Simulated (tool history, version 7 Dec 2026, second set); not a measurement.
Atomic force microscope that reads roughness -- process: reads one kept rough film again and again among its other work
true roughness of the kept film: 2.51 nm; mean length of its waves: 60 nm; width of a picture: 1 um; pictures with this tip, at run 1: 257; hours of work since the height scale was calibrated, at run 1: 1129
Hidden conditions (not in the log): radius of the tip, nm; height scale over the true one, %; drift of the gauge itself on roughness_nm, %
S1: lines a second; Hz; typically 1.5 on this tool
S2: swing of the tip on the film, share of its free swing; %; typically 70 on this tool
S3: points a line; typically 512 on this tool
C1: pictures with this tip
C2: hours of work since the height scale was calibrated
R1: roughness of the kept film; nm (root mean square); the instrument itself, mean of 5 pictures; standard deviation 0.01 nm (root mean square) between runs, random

run	hour	S1	S2	S3	C1	C2	R1
1	0	1.5	70	512	257	1129	2.169
2	32.2	1.5	70	512	301	1154	2.146
# hour 52.6: new tip fitted
3	59.8	1.5	70	512	9	1175	2.272
4	83.7	1.5	70	512	42	1194	2.259
5	125.2	1.5	70	512	98	1226	2.231
6	162.3	1.5	70	712	148	1255	2.2
7	207.1	2.57	70	712	208	1290	2.103
# hour 212.2: height scale calibrated on a step standard
8	233	2.57	70	569	242	16	2.075
9	271.8	1.5	70	512	294	47	2.147
# hour 298: new tip fitted
10	303.1	1.5	59	268	6	71	2.314
11	342.6	0.85	59	268	60	101	2.352
12	368.7	1.35	70	512	95	122	2.249
# hour 387.3: height scale calibrated on a step standard, once more
13	391.4	1.35	70	512	124	3	2.246

Expected results for the next run?
14	439.9	1.93	59	512	190	41	?

{"run 14": {"R1": 2.278}}
Minus the tool's unlogged condition, the same run would have read R1 2.366 nm (root mean square).
